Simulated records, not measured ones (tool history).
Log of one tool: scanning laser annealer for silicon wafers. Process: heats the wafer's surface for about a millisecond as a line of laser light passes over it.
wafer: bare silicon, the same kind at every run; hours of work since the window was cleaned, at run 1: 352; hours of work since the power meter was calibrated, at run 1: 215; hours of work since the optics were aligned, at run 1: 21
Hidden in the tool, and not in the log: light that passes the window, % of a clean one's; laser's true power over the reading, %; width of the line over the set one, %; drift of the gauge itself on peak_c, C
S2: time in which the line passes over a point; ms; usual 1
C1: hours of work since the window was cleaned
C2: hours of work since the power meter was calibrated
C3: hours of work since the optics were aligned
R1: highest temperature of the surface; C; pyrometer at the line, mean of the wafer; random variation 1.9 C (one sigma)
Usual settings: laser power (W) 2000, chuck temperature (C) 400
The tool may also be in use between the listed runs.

run 1 hour=0 | laser_power_(W)=2000 S2=1 chuck_temperature_(C)=400 | C1=352 C2=215 C3=21 | R1=1192
run 2 hour=40.7 | laser_power_(W)=2000 S2=1 chuck_temperature_(C)=400 | C1=374 C2=236 C3=42 | R1=1192
run 3 hour=109.3 | laser_power_(W)=2000 S2=1 chuck_temperature_(C)=400 | C1=410 C2=272 C3=79 | R1=1189
run 4 hour=177.8 | laser_power_(W)=2000 S2=1 chuck_temperature_(C)=400 | C1=446 C2=308 C3=115 | R1=1182
run 5 hour=219.6 | laser_power_(W)=2000 S2=1 chuck_temperature_(C)=400 | C1=468 C2=330 C3=137 | R1=1188
run 6 hour=258.2 | laser_power_(W)=2000 S2=1 chuck_temperature_(C)=400 | C1=488 C2=351 C3=157 | R1=1181
run 7 hour=301 | laser_power_(W)=2000 S2=1 chuck_temperature_(C)=400 | C1=511 C2=373 C3=180 | R1=1183
run 8 hour=352.9 | laser_power_(W)=2000 S2=1 chuck_temperature_(C)=400 | C1=538 C2=401 C3=207 | R1=1179
run 9 hour=416.6 | laser_power_(W)=2000 S2=1 chuck_temperature_(C)=400 | C1=572 C2=434 C3=241 | R1=1178
run 10 hour=445.7 | laser_power_(W)=2000 S2=1 chuck_temperature_(C)=427 | C1=587 C2=449 C3=256 | R1=1200
run 11 hour=480.6 | laser_power_(W)=2000 S2=1 chuck_temperature_(C)=400 | C1=606 C2=468 C3=274 | R1=1177
run 12 hour=545.7 | laser_power_(W)=2000 S2=0.93 chuck_temperature_(C)=400 | C1=640 C2=502 C3=309 | R1=1144
run 13 hour=607.3 | laser_power_(W)=1831 S2=0.85 chuck_temperature_(C)=417 | C1=672 C2=535 C3=341 | R1=1052
run 14 hour=649.3 | laser_power_(W)=1953 S2=1 chuck_temperature_(C)=386 | C1=694 C2=557 C3=363 | R1=1133
run 15 hour=706.6 | laser_power_(W)=1953 S2=1 chuck_temperature_(C)=386 | C1=725 C2=587 C3=393 | R1=1132
run 16 hour=769.4 | laser_power_(W)=1953 S2=1 chuck_temperature_(C)=386 | C1=758 C2=620 C3=426 | R1=1127
run 17 hour=828.2 | laser_power_(W)=2000 S2=0.94 chuck_temperature_(C)=396 | C1=789 C2=651 C3=457 | R1=1134
run 18 hour=872.1 | laser_power_(W)=1887 S2=1 chuck_temperature_(C)=400 | C1=812 C2=674 C3=481 | R1=1110
-- hour=911 window over the wafer cleaned
run 19 hour=940.1 | laser_power_(W)=1947 S2=0.99 chuck_temperature_(C)=423 | C1=15 C2=709 C3=515 | R1=1201
run 20 hour=984 | laser_power_(W)=2000 S2=0.84 chuck_temperature_(C)=400 | C1=38 C2=732 C3=538 | R1=1137
run 21 hour=1015.7 | laser_power_(W)=2000 S2=0.84 chuck_temperature_(C)=400 | C1=55 C2=749 C3=555 | R1=1133
run 22 hour=1075 | laser_power_(W)=1978 S2=0.84 chuck_temperature_(C)=400 | C1=86 C2=780 C3=586 | R1=1122
run 23 hour=1142.1 | laser_power_(W)=1978 S2=0.84 chuck_temperature_(C)=400 | C1=122 C2=815 C3=622 | R1=1124

Hidden state or all else? Some run-to-run changes of R1, split into what the settings, what came in and random variation would give without the hidden state, and what is left for the hidden state (with any gauge scatter that isn't in both results):
Run 12 -> 13: laser power (W) 2000 -> 1831, S2 0.93 -> 0.85, chuck temperature (C) 400 -> 417. R1 -92 C: hidden state +5, all else -97.
Run 13 -> 14: laser power (W) 1831 -> 1953, S2 0.85 -> 1, chuck temperature (C) 417 -> 386. R1 +81 C: hidden state -9, all else +90.
Run 18 -> 19: laser power (W) 1887 -> 1947, S2 1 -> 0.99, chuck temperature (C) 400 -> 423, window over the wafer cleaned. R1 +91 C: hidden state +46, all else +45.

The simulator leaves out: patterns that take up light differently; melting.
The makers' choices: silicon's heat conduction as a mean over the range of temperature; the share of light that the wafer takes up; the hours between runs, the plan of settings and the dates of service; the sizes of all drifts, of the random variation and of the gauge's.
